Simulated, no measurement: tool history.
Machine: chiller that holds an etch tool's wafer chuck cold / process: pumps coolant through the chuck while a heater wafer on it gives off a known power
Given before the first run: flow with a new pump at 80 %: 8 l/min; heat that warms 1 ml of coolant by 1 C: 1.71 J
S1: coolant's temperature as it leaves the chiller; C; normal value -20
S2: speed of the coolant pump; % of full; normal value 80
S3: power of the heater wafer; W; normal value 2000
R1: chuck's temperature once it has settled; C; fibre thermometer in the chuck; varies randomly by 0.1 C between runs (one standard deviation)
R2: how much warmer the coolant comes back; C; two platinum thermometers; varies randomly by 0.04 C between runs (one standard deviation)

run	hour	S1	S2	S3	R1	R2
1	0.0	-20	80	2000	-3.3	8.77
2	40.0	-20	80	2000	-3.2	8.80
3	77.4	-20	80	2000	-3.1	8.74
4	115.2	-20	72	2000	-2.0	9.81
5	153.5	-20	72	2000	-1.9	9.80
6	184.7	-20	72	2000	-1.9	9.67
7	212.5	-20	80	2000	-3.4	8.73
8	232.3	-15	80	2000	1.9	8.65
9	270.5	-20	80	2000	-3.2	8.66
10	311.2	-20	80	2000	-3.1	8.69
11	343.6	-20	80	2000	-3.1	8.66
12	372.9	-20	80	2000	-3.4	8.67
13	410.7	-20	80	2000	-3.1	8.66
14	448.3	-25	80	2000	-8.2	8.59
15	489.2	-25	80	2000	-8.2	8.61
16	513.5	-20	80	2219	-1.2	9.56
17	551.3	-20	80	2219	-1.4	9.46
18	578.0	-20	80	2219	-1.4	9.45
19	616.2	-20	80	2219	-1.3	9.44
# hour 640.6: gauge calibrated
20	640.6	-20	80	2670	2.6	11.73
21	662.2	-27	72	2000	-8.8	9.83

Run 22 is up next; what results do you expect?
22	680.9	-25	98	2000	?	?

{"run 22": {"R1": -10.2, "R2": 7.05}}
If the tool had no hidden condition, the same run with the same run-to-run variation would have returned R1 -10.2 C, R2 7.06 C.
